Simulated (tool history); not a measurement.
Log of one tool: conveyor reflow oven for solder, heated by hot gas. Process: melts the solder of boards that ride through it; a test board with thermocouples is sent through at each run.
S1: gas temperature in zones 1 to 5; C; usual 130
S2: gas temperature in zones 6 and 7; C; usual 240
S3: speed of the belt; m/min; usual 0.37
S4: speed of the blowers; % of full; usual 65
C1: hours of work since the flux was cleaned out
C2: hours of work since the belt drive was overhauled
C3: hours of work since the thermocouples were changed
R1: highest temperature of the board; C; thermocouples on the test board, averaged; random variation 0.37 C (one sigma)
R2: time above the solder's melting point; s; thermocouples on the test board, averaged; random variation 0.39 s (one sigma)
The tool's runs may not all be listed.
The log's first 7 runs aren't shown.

| run | hour | S1 | S2 | S3 | S4 | C1 | C2 | C3 | R1 | R2 |
|---|---|---|---|---|---|---|---|---|---|---|
| 8 | 39.3 | 145 | 240 | 0.37 | 65 | 151 | 100 | 609 | 219.5 | 78.7 |
| 9 | 48.3 | 145 | 240 | 0.37 | 65 | 155 | 104 | 613 | 219.6 | 77.3 |
| 10 | 55.1 | 130 | 240 | 0.37 | 65 | 158 | 107 | 616 | 216.9 | 67.7 |
| 11 | 62.2 | 130 | 240 | 0.37 | 65 | 161 | 110 | 620 | 217.2 | 68.4 |
| 12 | 71.2 | 130 | 240 | 0.37 | 65 | 166 | 115 | 624 | 216.7 | 68 |
| 13 | 78.3 | 130 | 240 | 0.37 | 65 | 169 | 118 | 627 | 216.6 | 67.3 |
| 14 | 83 | 130 | 240 | 0.37 | 65 | 171 | 120 | 629 | 216.6 | 67.3 |
| 15 | 87.2 | 130 | 240 | 0.37 | 65 | 173 | 122 | 631 | 216.5 | 66.9 |
| 16 | 93.1 | 130 | 240 | 0.37 | 81 | 176 | 125 | 634 | 220.9 | 71.9 |
| 17 | 97.5 | 122 | 247 | 0.37 | 87 | 178 | 127 | 636 | 226.7 | 74.2 |
| 18 | 106.7 | 122 | 241 | 0.37 | 83 | 182 | 131 | 640 | 220.3 | 68.6 |
|  | 111.5 | belt drive overhauled, speed set with a stopwatch |
| 19 | 117.8 | 141 | 246 | 0.435 | 70 | 185 | 3 | 643 | 218 | 62.3 |
| 20 | 124.8 | 130 | 238 | 0.37 | 65 | 188 | 6 | 647 | 214.6 | 65.6 |
| 21 | 128.6 | 118 | 240 | 0.37 | 65 | 190 | 8 | 648 | 213.8 | 60.3 |
| 22 | 135.8 | 131 | 246 | 0.387 | 68 | 193 | 11 | 652 | 220.7 | 69.3 |
|  | 144 | belt drive overhauled, speed set with a stopwatch, once more |
| 23 | 146.5 | 138 | 239 | 0.387 | 70 | 197 | 1 | 655 | 216.4 | 67.8 |

Forecast run 24:
| 24 | 151.8 | 138 | 239 | 0.387 | 70 | 199 | 4 | 657 | ? | ? |

{"run 24": {"R1": 217, "R2": 67.7}}
Without the tool's hidden state the same run would have given R1 217.8 C, R2 69 s.
